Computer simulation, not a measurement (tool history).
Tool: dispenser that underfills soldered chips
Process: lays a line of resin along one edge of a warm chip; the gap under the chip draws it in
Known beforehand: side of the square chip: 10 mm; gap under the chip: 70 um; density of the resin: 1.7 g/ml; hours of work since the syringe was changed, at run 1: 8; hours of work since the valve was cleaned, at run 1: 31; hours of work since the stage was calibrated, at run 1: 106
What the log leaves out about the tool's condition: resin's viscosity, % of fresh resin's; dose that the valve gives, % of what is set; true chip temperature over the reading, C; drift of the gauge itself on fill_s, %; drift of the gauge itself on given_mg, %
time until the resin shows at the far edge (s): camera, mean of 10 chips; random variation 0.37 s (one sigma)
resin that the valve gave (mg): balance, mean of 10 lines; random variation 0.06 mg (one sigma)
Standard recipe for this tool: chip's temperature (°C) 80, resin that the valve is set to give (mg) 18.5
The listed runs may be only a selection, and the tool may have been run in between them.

run,day,chip's temperature (°C),resin that the valve is set to give (mg),hours of work since the syringe was changed,hours of work since the valve was cleaned,hours of work since the stage was calibrated,time until the resin shows at the far edge (s),resin that the valve gave (mg)
1,0.000,80,18.5,8,31,106,39.0,18.43
# day 0.150: new syringe of resin
2,0.375,80,18.5,3,36,111,28.6,18.33
3,0.662,80,18.5,7,40,115,38.6,18.28
# day 0.825: new syringe of resin
4,0.988,80,18.5,2,45,120,24.5,18.15
5,1.379,80,18.5,8,51,125,39.0,18.19
# day 1.508: new syringe of resin
6,1.792,80,18.5,4,57,131,30.0,18.16
# day 2.167: new syringe of resin
7,2.496,80,18.5,5,67,141,30.4,18.02
# day 2.838: new syringe of resin
8,3.154,80,18.5,5,76,151,30.4,17.92
# day 3.512: new syringe of resin
9,3.604,80,18.5,1,82,157,24.0,17.90
10,3.979,80,18.5,7,88,162,35.8,17.84
# day 4.200: new syringe of resin
11,4.450,80,18.5,4,94,169,27.9,17.80
# day 4.879: new syringe of resin
12,4.958,80,19.3,1,102,176,24.2,18.45
13,5.454,80,19.3,8,109,183,40.8,18.44
# day 5.567: new syringe of resin
# day 5.662: dispensing valve cleaned and set on the balance
14,6.129,80,19.3,8,7,193,37.3,19.33
# day 6.304: new syringe of resin
15,6.546,87,18.5,4,13,198,20.1,18.37
# day 6.988: new syringe of resin
16,7.075,87,19.8,1,20,206,17.2,19.57
17,7.596,87,19.8,9,28,213,29.3,19.56
# day 7.671: new syringe of resin
18,8.158,87,19.8,7,36,221,25.6,19.41
# day 8.350: new syringe of resin
19,8.608,82,23.2,4,42,228,24.9,22.73
# day 9.025: new syringe of resin
20,9.025,71,17.3,0,48,234,31.8,16.86
21,9.533,71,17.3,7,55,241,55.2,16.82
# day 9.692: new syringe of resin
22,10.138,89,16.1,6,64,250,23.6,15.55
# day 10.367: new syringe of resin
23,10.471,75,16.1,2,69,254,30.3,15.62
24,10.958,91,21.0,9,76,261,23.6,20.30
# day 11.046: new syringe of resin
25,11.417,89,21.7,5,82,268,20.7,20.87
# day 11.712: new syringe of resin
26,12.075,89,21.7,5,92,277,20.5,20.83
# day 12.408: new syringe of resin
27,12.704,80,16.5,4,101,286,29.7,15.73
# day 13.100: new syringe of resin
28,13.162,80,16.5,1,107,293,21.9,15.81
# day 13.467: dispensing valve cleaned and set on the balance
29,13.692,80,16.5,8,3,300,38.3,16.52
# day 13.817: new syringe of resin
30,13.992,70,20.6,3,7,304,38.1,20.56
# day 14.496: new syringe of resin
31,14.529,70,20.6,0,15,312,32.5,20.44
32,15.117,75,19.2,9,24,320,49.6,18.92
# day 15.192: new syringe of resin
33,15.629,75,20.3,6,31,327,41.3,19.92
# day 15.888: new syringe of resin
34,15.938,75,20.3,1,35,332,26.6,20.04
35,16.500,66,16.3,9,43,340,80.0,15.98

Take each entry between the runs: how does the hidden state at the last listed run before it differ from the hidden state at the first listed run after it?
From run 1 to run 2: new syringe of resin (day 0.150)
  resin's viscosity, % of fresh resin's: 179.3 -> 130; dose that the valve gives, % of what is set: 99.19 -> 98.95; true chip temperature over the reading, C: 0.54 -> 0.58
  measured less the result without the state, time until the resin shows at the far edge (s): +16.8 -> +6.0; resin that the valve gave (mg): -0.15 -> -0.20
From run 3 to run 4: new syringe of resin (day 0.825)
  resin's viscosity, % of fresh resin's: 178.8 -> 116.7; dose that the valve gives, % of what is set: 98.76 -> 98.54; true chip temperature over the reading, C: 0.61 -> 0.65
  measured less the result without the state, time until the resin shows at the far edge (s): +16.4 -> +3.0; resin that the valve gave (mg): -0.23 -> -0.27
From run 5 to run 6: new syringe of resin (day 1.508)
  resin's viscosity, % of fresh resin's: 180 -> 140.3; dose that the valve gives, % of what is set: 98.28 -> 98.05; true chip temperature over the reading, C: 0.68 -> 0.73
  measured less the result without the state, time until the resin shows at the far edge (s): +16.7 -> +8.0; resin that the valve gave (mg): -0.32 -> -0.36
From run 6 to run 7: new syringe of resin (day 2.167)
  resin's viscosity, % of fresh resin's: 140.3 -> 142.4; dose that the valve gives, % of what is set: 98.05 -> 97.61; true chip temperature over the reading, C: 0.73 -> 0.79
  measured less the result without the state, time until the resin shows at the far edge (s): +8.0 -> +8.3; resin that the valve gave (mg): -0.36 -> -0.44
From run 7 to run 8: new syringe of resin (day 2.838)
  resin's viscosity, % of fresh resin's: 142.4 -> 142.7; dose that the valve gives, % of what is set: 97.61 -> 97.22; true chip temperature over the reading, C: 0.79 -> 0.85
  measured less the result without the state, time until the resin shows at the far edge (s): +8.3 -> +8.4; resin that the valve gave (mg): -0.44 -> -0.51
From run 8 to run 9: new syringe of resin (day 3.512)
  resin's viscosity, % of fresh resin's: 142.7 -> 111.5; dose that the valve gives, % of what is set: 97.22 -> 96.94; true chip temperature over the reading, C: 0.85 -> 0.9
  measured less the result without the state, time until the resin shows at the far edge (s): +8.4 -> +1.6; resin that the valve gave (mg): -0.51 -> -0.56
From run 10 to run 11: new syringe of resin (day 4.200)
  resin's viscosity, % of fresh resin's: 169.1 -> 131.2; dose that the valve gives, % of what is set: 96.69 -> 96.39; true chip temperature over the reading, C: 0.93 -> 0.98
  measured less the result without the state, time until the resin shows at the far edge (s): +13.9 -> +5.8; resin that the valve gave (mg): -0.61 -> -0.67
From run 11 to run 12: new syringe of resin (day 4.879)
  resin's viscosity, % of fresh resin's: 131.2 -> 111.8; dose that the valve gives, % of what is set: 96.39 -> 96.05; true chip temperature over the reading, C: 0.98 -> 1.03
  measured less the result without the state, time until the resin shows at the far edge (s): +5.8 -> +1.6; resin that the valve gave (mg): -0.67 -> -0.76
From run 13 to run 14: new syringe of resin (day 5.567); dispensing valve cleaned and set on the balance (day 5.662)
  resin's viscosity, % of fresh resin's: 193.4 -> 179.4; dose that the valve gives, % of what is set: 95.75 -> 99.69; true chip temperature over the reading, C: 1.08 -> 1.15
  measured less the result without the state, time until the resin shows at the far edge (s): +18.7 -> +15.4; resin that the valve gave (mg): -0.82 -> -0.07
From run 14 to run 15: new syringe of resin (day 6.304)
  resin's viscosity, % of fresh resin's: 179.4 -> 127.3; dose that the valve gives, % of what is set: 99.69 -> 99.42; true chip temperature over the reading, C: 1.15 -> 1.19
  measured less the result without the state, time until the resin shows at the far edge (s): +15.4 -> +3.4; resin that the valve gave (mg): -0.07 -> -0.10
From run 15 to run 16: new syringe of resin (day 6.988)
  resin's viscosity, % of fresh resin's: 127.3 -> 110.1; dose that the valve gives, % of what is set: 99.42 -> 99.09; true chip temperature over the reading, C: 1.19 -> 1.24
  measured less the result without the state, time until the resin shows at the far edge (s): +3.4 -> +0.7; resin that the valve gave (mg): -0.10 -> -0.18
From run 17 to run 18: new syringe of resin (day 7.671)
  resin's viscosity, % of fresh resin's: 195.8 -> 170.9; dose that the valve gives, % of what is set: 98.75 -> 98.38; true chip temperature over the reading, C: 1.29 -> 1.35
  measured less the result without the state, time until the resin shows at the far edge (s): +13.7 -> +9.7; resin that the valve gave (mg): -0.25 -> -0.32
From run 18 to run 19: new syringe of resin (day 8.350)
  resin's viscosity, % of fresh resin's: 170.9 -> 133.1; dose that the valve gives, % of what is set: 98.38 -> 98.09; true chip temperature over the reading, C: 1.35 -> 1.39
  measured less the result without the state, time until the resin shows at the far edge (s): +9.7 -> +5.0; resin that the valve gave (mg): -0.32 -> -0.44
From run 19 to run 20: new syringe of resin (day 9.025)
  resin's viscosity, % of fresh resin's: 133.1 -> 100.2; dose that the valve gives, % of what is set: 98.09 -> 97.86; true chip temperature over the reading, C: 1.39 -> 1.43
  measured less the result without the state, time until the resin shows at the far edge (s): +5.0 -> -2.1; resin that the valve gave (mg): -0.44 -> -0.37
From run 21 to run 22: new syringe of resin (day 9.692)
  resin's viscosity, % of fresh resin's: 175.9 -> 163.1; dose that the valve gives, % of what is set: 97.51 -> 97.12; true chip temperature over the reading, C: 1.48 -> 1.55
  measured less the result without the state, time until the resin shows at the far edge (s): +21.9 -> +8.2; resin that the valve gave (mg): -0.43 -> -0.46
From run 22 to run 23: new syringe of resin (day 10.367)
  resin's viscosity, % of fresh resin's: 163.1 -> 111; dose that the valve gives, % of what is set: 97.12 -> 96.93; true chip temperature over the reading, C: 1.55 -> 1.58
  measured less the result without the state, time until the resin shows at the far edge (s): +8.2 -> +1.1; resin that the valve gave (mg): -0.46 -> -0.50
From run 24 to run 25: new syringe of resin (day 11.046)
  resin's viscosity, % of fresh resin's: 190.9 -> 149.6; dose that the valve gives, % of what is set: 96.61 -> 96.34; true chip temperature over the reading, C: 1.63 -> 1.67
  measured less the result without the state, time until the resin shows at the far edge (s): +10.4 -> +5.8; resin that the valve gave (mg): -0.71 -> -0.80
From run 25 to run 26: new syringe of resin (day 11.712)
  resin's viscosity, % of fresh resin's: 149.6 -> 150.7; dose that the valve gives, % of what is set: 96.34 -> 95.91; true chip temperature over the reading, C: 1.67 -> 1.74
  measured less the result without the state, time until the resin shows at the far edge (s): +5.8 -> +5.9; resin that the valve gave (mg): -0.80 -> -0.89
From run 26 to run 27: new syringe of resin (day 12.408)
  resin's viscosity, % of fresh resin's: 150.7 -> 139.4; dose that the valve gives, % of what is set: 95.91 -> 95.52; true chip temperature over the reading, C: 1.74 -> 1.81
  measured less the result without the state, time until the resin shows at the far edge (s): +5.9 -> +6.7; resin that the valve gave (mg): -0.89 -> -0.74
From run 27 to run 28: new syringe of resin (day 13.100)
  resin's viscosity, % of fresh resin's: 139.4 -> 106.3; dose that the valve gives, % of what is set: 95.52 -> 95.26; true chip temperature over the reading, C: 1.81 -> 1.85
  measured less the result without the state, time until the resin shows at the far edge (s): +6.7 -> -0.2; resin that the valve gave (mg): -0.74 -> -0.78
From run 28 to run 29: dispensing valve cleaned and set on the balance (day 13.467)
  resin's viscosity, % of fresh resin's: 106.3 -> 182.3; dose that the valve gives, % of what is set: 95.26 -> 99.78; true chip temperature over the reading, C: 1.85 -> 1.91
  measured less the result without the state, time until the resin shows at the far edge (s): -0.2 -> +15.2; resin that the valve gave (mg): -0.78 -> -0.03
From run 29 to run 30: new syringe of resin (day 13.817)
  resin's viscosity, % of fresh resin's: 182.3 -> 120; dose that the valve gives, % of what is set: 99.78 -> 99.58; true chip temperature over the reading, C: 1.91 -> 1.94
  measured less the result without the state, time until the resin shows at the far edge (s): +15.2 -> +3.3; resin that the valve gave (mg): -0.03 -> -0.08
From run 30 to run 31: new syringe of resin (day 14.496)
  resin's viscosity, % of fresh resin's: 120 -> 102.8; dose that the valve gives, % of what is set: 99.58 -> 99.24; true chip temperature over the reading, C: 1.94 -> 2
  measured less the result without the state, time until the resin shows at the far edge (s): +3.3 -> -2.3; resin that the valve gave (mg): -0.08 -> -0.16
From run 32 to run 33: new syringe of resin (day 15.192)
  resin's viscosity, % of fresh resin's: 197 -> 163.5; dose that the valve gives, % of what is set: 98.84 -> 98.52; true chip temperature over the reading, C: 2.06 -> 2.11
  measured less the result without the state, time until the resin shows at the far edge (s): +21.9 -> +13.3; resin that the valve gave (mg): -0.22 -> -0.30
From run 33 to run 34: new syringe of resin (day 15.888)
  resin's viscosity, % of fresh resin's: 163.5 -> 106.1; dose that the valve gives, % of what is set: 98.52 -> 98.31; true chip temperature over the reading, C: 2.11 -> 2.14
  measured less the result without the state, time until the resin shows at the far edge (s): +13.3 -> -1.0; resin that the valve gave (mg): -0.30 -> -0.34
